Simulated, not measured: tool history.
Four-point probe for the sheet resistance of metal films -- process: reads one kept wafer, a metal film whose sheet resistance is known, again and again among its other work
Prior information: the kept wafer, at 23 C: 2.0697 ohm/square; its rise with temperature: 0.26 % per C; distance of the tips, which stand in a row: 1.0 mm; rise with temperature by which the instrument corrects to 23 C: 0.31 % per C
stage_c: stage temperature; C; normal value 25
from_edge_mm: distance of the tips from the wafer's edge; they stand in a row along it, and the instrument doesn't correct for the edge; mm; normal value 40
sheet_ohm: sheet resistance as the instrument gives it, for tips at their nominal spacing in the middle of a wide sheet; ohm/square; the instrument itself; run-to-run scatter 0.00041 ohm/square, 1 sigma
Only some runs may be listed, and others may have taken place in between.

{"run": 1, "hour": 0.0, "stage_c": 25, "from_edge_mm": 40, "sheet_ohm": 2.065342}
{"run": 2, "hour": 36.6, "stage_c": 25, "from_edge_mm": 40, "sheet_ohm": 2.06442}
{"run": 3, "hour": 70.8, "stage_c": 25, "from_edge_mm": 40, "sheet_ohm": 2.063403}
{"run": 4, "hour": 106.3, "stage_c": 25, "from_edge_mm": 40, "sheet_ohm": 2.063627}
{"run": 5, "hour": 143.1, "stage_c": 25, "from_edge_mm": 40, "sheet_ohm": 2.063365}
{"run": 6, "hour": 180.0, "stage_c": 25, "from_edge_mm": 40, "sheet_ohm": 2.06238}
{"run": 7, "hour": 231.6, "stage_c": 25, "from_edge_mm": 40, "sheet_ohm": 2.062775}
{"run": 8, "hour": 260.4, "stage_c": 25, "from_edge_mm": 40, "sheet_ohm": 2.062678}
{"run": 9, "hour": 292.3, "stage_c": 25, "from_edge_mm": 21, "sheet_ohm": 2.06457}
{"run": 10, "hour": 330.9, "stage_c": 25, "from_edge_mm": 21, "sheet_ohm": 2.063548}
{"run": 11, "hour": 370.8, "stage_c": 25, "from_edge_mm": 21, "sheet_ohm": 2.063317}
{"run": 12, "hour": 393.9, "stage_c": 25, "from_edge_mm": 40, "sheet_ohm": 2.06146}
{"run": 13, "hour": 420.4, "stage_c": 25, "from_edge_mm": 40, "sheet_ohm": 2.061196}
{"run": 14, "hour": 456.7, "stage_c": 25, "from_edge_mm": 40, "sheet_ohm": 2.060662}
{"run": 15, "hour": 508.9, "stage_c": 25, "from_edge_mm": 40, "sheet_ohm": 2.060743}
{"run": 16, "hour": 561.3, "stage_c": 25, "from_edge_mm": 40, "sheet_ohm": 2.059508}
{"run": 17, "hour": 597.5, "stage_c": 25, "from_edge_mm": 7, "sheet_ohm": 2.08101}
{"run": 18, "hour": 622.3, "stage_c": 25, "from_edge_mm": 7, "sheet_ohm": 2.081052}
{"run": 19, "hour": 667.3, "stage_c": 25, "from_edge_mm": 40, "sheet_ohm": 2.058621}
{"run": 20, "hour": 703.3, "stage_c": 25, "from_edge_mm": 40, "sheet_ohm": 2.058276}
{"run": 21, "hour": 741.4, "stage_c": 25, "from_edge_mm": 40, "sheet_ohm": 2.058057}
{"run": 22, "hour": 775.4, "stage_c": 25, "from_edge_mm": 40, "sheet_ohm": 2.05783}
{"run": 23, "hour": 808.2, "stage_c": 25, "from_edge_mm": 40, "sheet_ohm": 2.058229}
{"run": 24, "hour": 840.0, "stage_c": 32, "from_edge_mm": 12, "sheet_ohm": 2.056363}
{"run": 25, "hour": 870.8, "stage_c": 32, "from_edge_mm": 5, "sheet_ohm": 2.092875}
{"run": 26, "hour": 909.7, "stage_c": 32, "from_edge_mm": 5, "sheet_ohm": 2.092224}
{"run": 27, "hour": 943.6, "stage_c": 24, "from_edge_mm": 40, "sheet_ohm": 2.057262}
{"run": 28, "hour": 972.7, "stage_c": 24, "from_edge_mm": 40, "sheet_ohm": 2.058152}
{"run": 29, "hour": 995.9, "stage_c": 22, "from_edge_mm": 72, "sheet_ohm": 2.059301}
{"run": 30, "hour": 1018.9, "stage_c": 24, "from_edge_mm": 24, "sheet_ohm": 2.058427}
{"run": 31, "hour": 1043.0, "stage_c": 34, "from_edge_mm": 27, "sheet_ohm": 2.046896}
{"run": 32, "hour": 1074.5, "stage_c": 34, "from_edge_mm": 27, "sheet_ohm": 2.046953}
{"run": 33, "hour": 1126.2, "stage_c": 19, "from_edge_mm": 75, "sheet_ohm": 2.060995}
{"run": 34, "hour": 1161.1, "stage_c": 19, "from_edge_mm": 22, "sheet_ohm": 2.062929}
{"run": 35, "hour": 1200.0, "stage_c": 26, "from_edge_mm": 22, "sheet_ohm": 2.055701}
{"run": 36, "hour": 1251.3, "stage_c": 31, "from_edge_mm": 22, "sheet_ohm": 2.04938}
{"run": 37, "hour": 1285.0, "stage_c": 31, "from_edge_mm": 22, "sheet_ohm": 2.049897}
{"run": 38, "hour": 1328.4, "stage_c": 23, "from_edge_mm": 67, "sheet_ohm": 2.054727}
{"run": 39, "hour": 1373.9, "stage_c": 25, "from_edge_mm": 3, "sheet_ohm": 2.166943}
{"run": 40, "hour": 1408.7, "stage_c": 20, "from_edge_mm": 3, "sheet_ohm": 2.172725}
{"run": 41, "hour": 1450.9, "stage_c": 20, "from_edge_mm": 3, "sheet_ohm": 2.172375}
{"run": 42, "hour": 1474.4, "stage_c": 26, "from_edge_mm": 3, "sheet_ohm": 2.165365}
{"run": 43, "hour": 1513.5, "stage_c": 25, "from_edge_mm": 3, "sheet_ohm": 2.166542}
{"run": 44, "hour": 1542.3, "stage_c": 18, "from_edge_mm": 19, "sheet_ohm": 2.061575}
{"run": 45, "hour": 1570.3, "stage_c": 18, "from_edge_mm": 19, "sheet_ohm": 2.061078}

Here are 4 independent what-if runs from the current tool condition. What would each one return?
{"run": "A", "hour": 1620.4, "stage_c": 20, "from_edge_mm": 41, "sheet_ohm": "?"}
{"run": "B", "hour": 1620.4, "stage_c": 23, "from_edge_mm": 41, "sheet_ohm": "?"}
{"run": "C", "hour": 1620.4, "stage_c": 19, "from_edge_mm": 4, "sheet_ohm": "?"}
{"run": "D", "hour": 1620.4, "stage_c": 25, "from_edge_mm": 30, "sheet_ohm": "?"}

run=A sheet_ohm=2.055825
run=B sheet_ohm=2.053095
run=C sheet_ohm=2.122936
run=D sheet_ohm=2.052001
Had the tool no hidden state, the same runs would have come out as:
run=A sheet_ohm=2.073291
run=B sheet_ohm=2.070515
run=C sheet_ohm=2.140942
run=D sheet_ohm=2.069397

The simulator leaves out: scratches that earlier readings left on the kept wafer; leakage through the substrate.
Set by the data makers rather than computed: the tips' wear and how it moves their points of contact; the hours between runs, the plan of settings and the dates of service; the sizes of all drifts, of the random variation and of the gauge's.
